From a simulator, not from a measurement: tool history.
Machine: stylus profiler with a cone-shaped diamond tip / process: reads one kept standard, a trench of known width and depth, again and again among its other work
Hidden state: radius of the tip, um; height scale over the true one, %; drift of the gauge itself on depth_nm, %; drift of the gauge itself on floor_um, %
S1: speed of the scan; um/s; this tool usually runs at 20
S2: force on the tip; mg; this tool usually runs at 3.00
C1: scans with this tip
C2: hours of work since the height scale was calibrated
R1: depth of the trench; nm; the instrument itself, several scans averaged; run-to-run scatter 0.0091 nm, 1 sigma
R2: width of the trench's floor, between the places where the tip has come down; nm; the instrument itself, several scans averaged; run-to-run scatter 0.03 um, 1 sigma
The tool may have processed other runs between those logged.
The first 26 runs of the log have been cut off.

{"run": 27, "hour": 1179.1, "S1": 70, "S2": 2.63, "C1": 12433, "C2": 61, "R1": 101.663, "R2": 17950}
{"run": 28, "hour": 1213.7, "S1": 70, "S2": 2.63, "C1": 12623, "C2": 79, "R1": 101.684, "R2": 17940}
{"run": 29, "hour": 1252.5, "S1": 70, "S2": 2.63, "C1": 12838, "C2": 99, "R1": 101.69, "R2": 17910}
{"run": 30, "hour": 1283.7, "S1": 8, "S2": 2.63, "C1": 13010, "C2": 115, "R1": 101.682, "R2": 18280}
{"run": 31, "hour": 1315.2, "S1": 18, "S2": 1.38, "C1": 13184, "C2": 131, "R1": 101.076, "R2": 18140}
{"run": 32, "hour": 1358.4, "S1": 18, "S2": 1.38, "C1": 13422, "C2": 153, "R1": 101.095, "R2": 18140}
{"run": 33, "hour": 1418.4, "S1": 18, "S2": 1.38, "C1": 13753, "C2": 183, "R1": 101.102, "R2": 18100}
{"run": 34, "hour": 1449.1, "S1": 18, "S2": 1.38, "C1": 13922, "C2": 199, "R1": 101.111, "R2": 18100}
{"run": 35, "hour": 1484.0, "S1": 18, "S2": 1.38, "C1": 14115, "C2": 217, "R1": 101.105, "R2": 18140}
{"run": 36, "hour": 1512.2, "S1": 18, "S2": 1.38, "C1": 14271, "C2": 231, "R1": 101.118, "R2": 18100}
{"run": 37, "hour": 1537.5, "S1": 16, "S2": 7.26, "C1": 14410, "C2": 244, "R1": 103.331, "R2": 18240}
{"run": 38, "hour": 1590.2, "S1": 5, "S2": 2.76, "C1": 14701, "C2": 271, "R1": 101.753, "R2": 18250}
{"run": 39, "hour": 1618.1, "S1": 5, "S2": 2.76, "C1": 14855, "C2": 285, "R1": 101.772, "R2": 18230}
{"run": 40, "hour": 1667.2, "S1": 5, "S2": 2.76, "C1": 15126, "C2": 310, "R1": 101.769, "R2": 18180}
{"run": 41, "hour": 1724.8, "S1": 5, "S2": 2.76, "C1": 15444, "C2": 340, "R1": 101.762, "R2": 18150}
{"run": 42, "hour": 1769.1, "S1": 70, "S2": 6.27, "C1": 15688, "C2": 362, "R1": 103.054, "R2": 17970}
{"run": 43, "hour": 1811.6, "S1": 20, "S2": 2.04, "C1": 15922, "C2": 384, "R1": 101.469, "R2": 18130}
{"run": 44, "hour": 1836.9, "S1": 16, "S2": 3.16, "C1": 16062, "C2": 397, "R1": 101.957, "R2": 18180}
{"run": 45, "hour": 1889.5, "S1": 16, "S2": 3.16, "C1": 16352, "C2": 424, "R1": 101.94, "R2": 18110}
{"run": 46, "hour": 1933.2, "S1": 10, "S2": 6.76, "C1": 16594, "C2": 446, "R1": 103.224, "R2": 18160}

Below are 4 alternative next runs, each starting from the tool's condition after run 46. Predict each:
{"run": "A", "hour": 1987.9, "S1": 10, "S2": 8.37, "C1": 16895, "C2": 474, "R1": "?", "R2": "?"}
{"run": "B", "hour": 1987.9, "S1": 19, "S2": 1.13, "C1": 16895, "C2": 474, "R1": "?", "R2": "?"}
{"run": "C", "hour": 1987.9, "S1": 51, "S2": 6.76, "C1": 16895, "C2": 474, "R1": "?", "R2": "?"}
{"run": "D", "hour": 1987.9, "S1": 25, "S2": 3.0, "C1": 16895, "C2": 474, "R1": "?", "R2": "?"}

run=A R1=103.709 R2=18230
run=B R1=101.028 R2=18070
run=C R1=103.236 R2=18010
run=D R1=101.883 R2=18020
Take away the tool's hidden state, keep each run's random variation, and the runs would have read:
run=A R1=103.639 R2=18660
run=B R1=100.960 R2=18490
run=C R1=103.166 R2=18430
run=D R1=101.814 R2=18440
